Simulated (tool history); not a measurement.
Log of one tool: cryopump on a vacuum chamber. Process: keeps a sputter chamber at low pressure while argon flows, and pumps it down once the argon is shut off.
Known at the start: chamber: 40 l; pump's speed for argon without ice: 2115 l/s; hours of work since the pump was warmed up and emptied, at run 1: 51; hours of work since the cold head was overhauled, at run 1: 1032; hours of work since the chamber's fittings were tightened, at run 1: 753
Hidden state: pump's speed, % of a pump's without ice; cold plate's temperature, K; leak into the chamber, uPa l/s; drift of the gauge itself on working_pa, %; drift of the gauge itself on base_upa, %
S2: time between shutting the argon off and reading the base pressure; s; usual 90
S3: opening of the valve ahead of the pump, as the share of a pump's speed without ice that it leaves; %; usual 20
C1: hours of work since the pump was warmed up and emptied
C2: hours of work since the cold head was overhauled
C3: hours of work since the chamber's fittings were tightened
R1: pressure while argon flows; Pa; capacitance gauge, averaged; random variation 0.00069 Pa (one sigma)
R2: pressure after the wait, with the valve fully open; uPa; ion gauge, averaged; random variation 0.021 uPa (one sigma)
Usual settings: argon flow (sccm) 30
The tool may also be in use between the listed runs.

run 1 hour=0.0 | argon_flow_(sccm)=30 S2=90 S3=20 | C1=51 C2=1032 C3=753 | R1=0.1225 R2=0.92
run 2 hour=37.0 | argon_flow_(sccm)=30 S2=22 S3=20 | C1=73 C2=1054 C3=774 | R1=0.1220 R2=1.92
run 3 hour=66.0 | argon_flow_(sccm)=30 S2=22 S3=20 | C1=90 C2=1071 C3=791 | R1=0.1203 R2=1.95
run 4 hour=103.6 | argon_flow_(sccm)=30 S2=31 S3=20 | C1=112 C2=1093 C3=813 | R1=0.1219 R2=1.60
run 5 hour=129.3 | argon_flow_(sccm)=21 S2=31 S3=20 | C1=127 C2=1108 C3=828 | R1=0.0853 R2=1.54
run 6 hour=178.0 | argon_flow_(sccm)=21 S2=31 S3=18 | C1=155 C2=1137 C3=857 | R1=0.0941 R2=1.61
run 7 hour=226.3 | argon_flow_(sccm)=21 S2=31 S3=18 | C1=184 C2=1165 C3=885 | R1=0.0947 R2=1.68
run 8 hour=254.0 | argon_flow_(sccm)=30 S2=68 S3=20 | C1=200 C2=1181 C3=902 | R1=0.1221 R2=1.18
run 9 hour=294.9 | argon_flow_(sccm)=30 S2=90 S3=20 | C1=224 C2=1205 C3=926 | R1=0.1229 R2=1.13
run 10 hour=342.4 | argon_flow_(sccm)=30 S2=90 S3=38 | C1=252 C2=1233 C3=953 | R1=0.0648 R2=1.11
run 11 hour=374.2 | argon_flow_(sccm)=30 S2=90 S3=38 | C1=270 C2=1252 C3=972 | R1=0.0653 R2=1.08
run 12 hour=430.8 | argon_flow_(sccm)=30 S2=90 S3=35 | C1=303 C2=1285 C3=1005 | R1=0.0709 R2=1.15
run 13 hour=476.7 | argon_flow_(sccm)=30 S2=90 S3=35 | C1=330 C2=1312 C3=1032 | R1=0.0715 R2=1.20
run 14 hour=504.1 | argon_flow_(sccm)=30 S2=90 S3=20 | C1=346 C2=1328 C3=1048 | R1=0.1226 R2=1.22
run 15 hour=556.1 | argon_flow_(sccm)=30 S2=90 S3=20 | C1=377 C2=1358 C3=1079 | R1=0.1227 R2=1.29
run 16 hour=589.4 | argon_flow_(sccm)=21 S2=90 S3=20 | C1=396 C2=1378 C3=1098 | R1=0.0865 R2=1.26
run 17 hour=619.6 | argon_flow_(sccm)=21 S2=90 S3=29 | C1=414 C2=1396 C3=1116 | R1=0.0608 R2=1.28
run 18 hour=652.8 | argon_flow_(sccm)=21 S2=90 S3=29 | C1=434 C2=1415 C3=1135 | R1=0.0611 R2=1.27
run 19 hour=688.1 | argon_flow_(sccm)=21 S2=90 S3=29 | C1=454 C2=1436 C3=1156 | R1=0.0616 R2=1.32
run 20 hour=723.5 | argon_flow_(sccm)=16 S2=142 S3=29 | C1=475 C2=1457 C3=1177 | R1=0.0467 R2=1.22
run 21 hour=760.7 | argon_flow_(sccm)=16 S2=27 S3=16 | C1=497 C2=1478 C3=1199 | R1=0.0823 R2=2.11
run 22 hour=799.3 | argon_flow_(sccm)=30 S2=95 S3=15 | C1=520 C2=1501 C3=1221 | R1=0.1646 R2=1.38
run 23 hour=847.6 | argon_flow_(sccm)=30 S2=95 S3=15 | C1=548 C2=1529 C3=1250 | R1=0.1664 R2=1.41
run 24 hour=880.9 | argon_flow_(sccm)=12 S2=259 S3=44 | C1=567 C2=1549 C3=1269 | R1=0.0236 R2=1.24
run 25 hour=916.0 | argon_flow_(sccm)=30 S2=225 S3=20 | C1=588 C2=1569 C3=1290 | R1=0.1250 R2=1.25
run 26 hour=943.7 | argon_flow_(sccm)=16 S2=20 S3=25 | C1=604 C2=1586 C3=1306 | R1=0.0538 R2=2.60
run 27 hour=998.9 | argon_flow_(sccm)=23 S2=26 S3=20 | C1=637 C2=1618 C3=1338 | R1=0.0967 R2=2.42
run 28 hour=1022.7 | argon_flow_(sccm)=31 S2=59 S3=20 | C1=651 C2=1632 C3=1352 | R1=0.1318 R2=1.72
run 29 hour=1050.9 | argon_flow_(sccm)=30 S2=81 S3=20 | C1=667 C2=1649 C3=1369 | R1=0.1276 R2=1.59
run 30 hour=1079.5 | argon_flow_(sccm)=30 S2=81 S3=20 | C1=684 C2=1665 C3=1386 | R1=0.1270 R2=1.61
run 31 hour=1136.8 | argon_flow_(sccm)=28 S2=208 S3=54 | C1=717 C2=1699 C3=1419 | R1=0.0487 R2=1.45
run 32 hour=1168.9 | argon_flow_(sccm)=28 S2=208 S3=54 | C1=736 C2=1718 C3=1438 | R1=0.0489 R2=1.46
run 33 hour=1218.1 | argon_flow_(sccm)=51 S2=90 S3=51 | C1=765 C2=1747 C3=1467 | R1=0.0940 R2=1.65
run 34 hour=1262.2 | argon_flow_(sccm)=34 S2=90 S3=17 | C1=791 C2=1772 C3=1493 | R1=0.1687 R2=1.72

Forecast each of these 3 alternatives for the next run:
run A hour=1300.2 | argon_flow_(sccm)=12 S2=122 S3=32 | C1=813 C2=1795 C3=1515 | R1=? R2=?
run B hour=1300.2 | argon_flow_(sccm)=24 S2=90 S3=17 | C1=813 C2=1795 C3=1515 | R1=? R2=?
run C hour=1300.2 | argon_flow_(sccm)=27 S2=109 S3=37 | C1=813 C2=1795 C3=1515 | R1=? R2=?

run=A R1=0.0339 R2=1.68
run=B R1=0.1201 R2=1.79
run=C R1=0.0672 R2=1.66
Without the tool's hidden state the same runs would have given:
run=A R1=0.0304 R2=0.38
run=B R1=0.1130 R2=0.46
run=C R1=0.0591 R2=0.39

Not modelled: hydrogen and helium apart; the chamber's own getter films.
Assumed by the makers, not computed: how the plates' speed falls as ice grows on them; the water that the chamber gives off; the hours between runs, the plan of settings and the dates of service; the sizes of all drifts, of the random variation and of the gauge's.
